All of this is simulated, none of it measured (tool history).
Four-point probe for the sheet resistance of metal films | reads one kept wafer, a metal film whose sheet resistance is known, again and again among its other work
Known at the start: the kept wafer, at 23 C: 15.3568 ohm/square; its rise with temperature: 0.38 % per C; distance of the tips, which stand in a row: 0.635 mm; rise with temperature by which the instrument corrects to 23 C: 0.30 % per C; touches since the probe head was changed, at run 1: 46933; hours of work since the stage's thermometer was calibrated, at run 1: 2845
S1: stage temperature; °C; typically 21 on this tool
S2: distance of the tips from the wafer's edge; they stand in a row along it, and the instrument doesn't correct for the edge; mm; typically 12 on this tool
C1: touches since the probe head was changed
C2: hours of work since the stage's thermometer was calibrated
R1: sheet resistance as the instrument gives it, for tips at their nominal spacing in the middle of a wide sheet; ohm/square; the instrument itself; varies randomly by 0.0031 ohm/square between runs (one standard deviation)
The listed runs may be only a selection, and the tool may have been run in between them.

run,hour,S1,S2,C1,C2,R1
1,0.0,21,12,46933,2845,15.359514
# hour 47.2: stage's thermometer calibrated
2,56.4,21,19,48407,5,15.339054
3,112.8,21,19,49893,38,15.343000
4,137.5,21,19,50544,53,15.346198
5,175.1,21,12,51535,75,15.357688
6,200.2,21,12,52196,90,15.351502
7,240.8,21,12,53267,114,15.359629
8,284.9,30,12,54427,139,15.458571
9,342.9,30,12,55956,173,15.466529
10,373.7,27,12,56769,191,15.431600
11,402.9,27,12,57538,209,15.431874
12,458.2,21,6,58996,241,15.428332
13,490.4,21,6,59844,260,15.424631
14,541.4,21,6,61188,290,15.422968
15,598.7,21,6,62700,323,15.427300
16,650.2,21,12,64056,354,15.356311
17,704.3,21,12,65483,385,15.358295
18,745.5,21,12,66568,409,15.351897
19,798.2,21,54,67957,440,15.338407
20,858.2,21,54,69538,476,15.332691
21,914.8,21,54,71029,509,15.333435
22,957.6,23,6,72157,534,15.455200
23,1007.2,23,6,73464,563,15.452126
24,1036.3,18,46,74232,580,15.300673
25,1067.1,18,46,75044,598,15.307697
26,1101.3,31,46,75945,618,15.455616
27,1142.0,19,46,77018,642,15.315707
28,1177.4,24,54,77951,663,15.371670
29,1233.2,24,54,79420,695,15.372501
30,1267.3,18,12,80320,715,15.322808
31,1316.1,31,12,81607,744,15.480639
32,1375.5,20,6,83173,779,15.410845
33,1415.0,20,6,84214,802,15.412574
34,1452.4,20,5,85198,824,15.455696
35,1507.7,21,60,86657,856,15.334411
36,1552.8,21,23,87844,883,15.343816
37,1581.2,27,59,88592,900,15.409423
38,1627.2,21,18,89805,926,15.346047
39,1661.8,34,6,90718,947,15.587048

Here are 4 independent what-if runs from the current tool condition. What would each one return?
A,1697.1,27,24,91648,968,?
B,1697.1,28,31,91648,968,?
C,1697.1,21,3,91648,968,?
D,1697.1,23,36,91648,968,?

run,R1
A,15.416508
B,15.422366
C,15.697818
D,15.358942
Without the tool's hidden state the same runs would have given:
run,R1
A,15.414423
B,15.420282
C,15.695693
D,15.356861
